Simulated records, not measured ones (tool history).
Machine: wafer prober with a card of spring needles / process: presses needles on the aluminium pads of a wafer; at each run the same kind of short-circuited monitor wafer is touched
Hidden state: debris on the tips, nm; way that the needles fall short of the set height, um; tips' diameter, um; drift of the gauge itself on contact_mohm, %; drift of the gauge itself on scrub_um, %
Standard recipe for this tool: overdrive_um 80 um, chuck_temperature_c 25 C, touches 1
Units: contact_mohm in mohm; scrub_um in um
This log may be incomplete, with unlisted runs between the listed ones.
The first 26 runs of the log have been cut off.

| run | hour | overdrive_um | chuck_temperature_c | touches | touches since the tips were cleaned | cleanings since the card got new needles | touches since the first contact's height was set | contact_mohm | scrub_um |
|---|---|---|---|---|---|---|---|---|---|
| 27 | 448.7 | 72 | 89 | 2 | 4751 | 24 | 14445 | 193 | 12.74 |
| 28 | 466.6 | 74 | 37 | 2 | 7810 | 24 | 17504 | 197 | 13.15 |
|  | 470 | tips cleaned on abrasive film |
| 29 | 479.2 | 73 | 42 | 1 | 1569 | 25 | 19647 | 183 | 12.95 |
| 30 | 497.4 | 73 | 91 | 1 | 4691 | 25 | 22769 | 230 | 13.01 |
|  | 518.3 | tips cleaned on abrasive film |
| 31 | 519.7 | 74 | 25 | 1 | 239 | 26 | 26583 | 144 | 13.1 |
| 32 | 537.7 | 74 | 25 | 1 | 3324 | 26 | 29668 | 210 | 13.17 |
| 33 | 558.2 | 80 | 107 | 1 | 6840 | 26 | 33184 | 227 | 14.22 |
|  | 567 | tips cleaned on abrasive film |
| 34 | 582.8 | 80 | 107 | 1 | 2716 | 27 | 37394 | 195 | 14.21 |

Here are 4 independent what-if runs from the current tool condition. What would each one return?
| A | 606.5 | 78 | 25 | 2 | 6778 | 27 | 41456 | ? | ? |
| B | 606.5 | 88 | 51 | 2 | 6778 | 27 | 41456 | ? | ? |
| C | 606.5 | 79 | 34 | 1 | 6778 | 27 | 41456 | ? | ? |
| D | 606.5 | 80 | 49 | 1 | 6778 | 27 | 41456 | ? | ? |

| run | contact_mohm | scrub_um |
|---|---|---|
| A | 188 | 13.79 |
| B | 177 | 15.59 |
| C | 223 | 13.99 |
| D | 222 | 14.19 |
Had the tool no hidden state, the same runs would have come out as:
| run | contact_mohm | scrub_um |
|---|---|---|
| A | 126 | 13.87 |
| B | 128 | 15.66 |
| C | 124 | 14.06 |
| D | 127 | 14.27 |
